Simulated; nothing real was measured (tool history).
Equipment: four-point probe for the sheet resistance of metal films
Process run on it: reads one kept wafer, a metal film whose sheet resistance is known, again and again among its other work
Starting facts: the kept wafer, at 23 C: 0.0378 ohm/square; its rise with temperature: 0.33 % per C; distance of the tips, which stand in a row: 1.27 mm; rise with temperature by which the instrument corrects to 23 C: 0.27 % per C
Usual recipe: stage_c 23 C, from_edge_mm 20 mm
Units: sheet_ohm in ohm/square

run	hour	stage_c	from_edge_mm	sheet_ohm
1	0	23	20	0.038022
2	12.9	23	13	0.038109
3	25.5	23	13	0.038121
4	39.8	23	13	0.038105
5	55.2	19	20	0.037906
6	71.9	23	39	0.037941
7	85.8	23	39	0.037937
8	99.5	25	20	0.038046
9	113	20	20	0.037928
10	129.8	20	7	0.038513
11	144.6	21	20	0.037959
12	160.9	21	20	0.037945
13	178.6	21	20	0.037954
14	193.3	21	20	0.037931
15	201.3	21	20	0.037938
16	213.3	23	21	0.037981
17	224.4	23	20	0.037982
18	234.8	23	20	0.037992
19	245.3	23	20	0.037981
20	254.1	23	20	0.037984
21	268.5	23	20	0.037991
22	279.7	23	20	0.037989
23	299	23	66	0.0379
24	310.2	23	66	0.037904
25	322.7	34	17	0.038274
26	336.6	23	50	0.037921
27	351.8	23	50	0.037909
28	365.5	31	17	0.038201
29	377.8	18	56	0.037776
30	397.1	18	56	0.037785
# hour 398.7: stage's thermometer calibrated
31	409.8	19	4	0.039742
32	420.4	28	36	0.038056
33	434.3	34	53	0.038169
34	450.9	34	53	0.038154
35	461	34	53	0.038161
36	471.6	34	25	0.038187
37	490.2	21	20	0.037925
# hour 500: stage's thermometer calibrated, once more
38	500	35	5	0.039429
39	517.2	29	15	0.038167
40	527.6	29	15	0.038152
41	543.3	27	26	0.037991
42	556.1	27	26	0.038004
43	573.3	27	26	0.037996
44	584.4	27	26	0.038017

Branching from run 44: 5 alternative next runs. What would each branch give?
A	599.8	30	25	?
B	599.8	27	35	?
C	599.8	23	20	?
D	599.8	24	38	?
E	599.8	27	7	?

run	sheet_ohm
A	0.038093
B	0.037988
C	0.037948
D	0.037898
E	0.038628
Take away the tool's hidden state, keep each run's random variation, and the runs would have read:
run	sheet_ohm
A	0.038033
B	0.037927
C	0.037887
D	0.037838
E	0.038566
